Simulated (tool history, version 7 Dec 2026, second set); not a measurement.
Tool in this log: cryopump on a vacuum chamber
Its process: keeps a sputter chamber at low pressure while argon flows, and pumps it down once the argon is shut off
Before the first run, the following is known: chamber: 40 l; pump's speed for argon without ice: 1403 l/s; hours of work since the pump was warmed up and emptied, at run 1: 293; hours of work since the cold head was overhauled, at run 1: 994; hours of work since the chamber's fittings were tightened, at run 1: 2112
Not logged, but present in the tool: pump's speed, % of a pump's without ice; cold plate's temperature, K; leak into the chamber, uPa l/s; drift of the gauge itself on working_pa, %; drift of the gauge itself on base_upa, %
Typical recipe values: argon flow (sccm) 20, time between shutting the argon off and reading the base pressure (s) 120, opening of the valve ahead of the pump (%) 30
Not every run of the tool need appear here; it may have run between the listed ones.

run,hour,argon flow (sccm),time between shutting the argon off and reading the base pressure (s),opening of the valve ahead of the pump (%),hours of work since the pump was warmed up and emptied,hours of work since the cold head was overhauled,hours of work since the chamber's fittings were tightened,pressure while argon flows (Pa),pressure after the wait (uPa)
1,0,20,120,30,293,994,2112,0.0855,0.97
2,65.4,20,120,17,320,1021,2139,0.1461,0.99
3,94.8,20,28,30,332,1034,2151,0.0849,1.66
4,136.6,20,270,30,349,1051,2168,0.0851,0.9
5,185.1,20,105,30,369,1071,2188,0.0854,1.05
6,243.6,20,105,30,394,1095,2213,0.086,1.11
7,269.8,20,20,30,404,1106,2223,0.0858,2.2
8,329.7,20,20,30,429,1131,2248,0.0865,2.16
9,382.8,35,271,30,451,1153,2270,0.1522,0.95
10,443.6,20,63,30,476,1178,2295,0.0879,1.36
11,486.4,15,120,55,494,1196,2313,0.0387,1.17
12,524,36,263,21,510,1211,2329,0.2216,1.01
13,580.2,22,263,18,533,1235,2352,0.1552,1.04
14,642.7,33,31,28,559,1261,2378,0.1569,1.79
# hour 654.9: leaking fittings of the chamber tightened, without venting
15,698.9,25,47,30,581,1283,18,0.1116,0.87

For each entry between runs, how does the tool's hidden state at the last listed run before it compare with that at the first listed run after it?
Runs 14 to 15: leaking fittings of the chamber tightened, without venting (hour 654.9)
  pump's speed, % of a pump's without ice: 74.4 -> 73.4; cold plate's temperature, K: 12.73 -> 12.75; leak into the chamber, uPa l/s: 998 -> 339
  what was measured, less what the result would be without the hidden state, pressure while argon flows (Pa): +0.0145 -> +0.0115; pressure after the wait (uPa): +0.75 -> +0.12

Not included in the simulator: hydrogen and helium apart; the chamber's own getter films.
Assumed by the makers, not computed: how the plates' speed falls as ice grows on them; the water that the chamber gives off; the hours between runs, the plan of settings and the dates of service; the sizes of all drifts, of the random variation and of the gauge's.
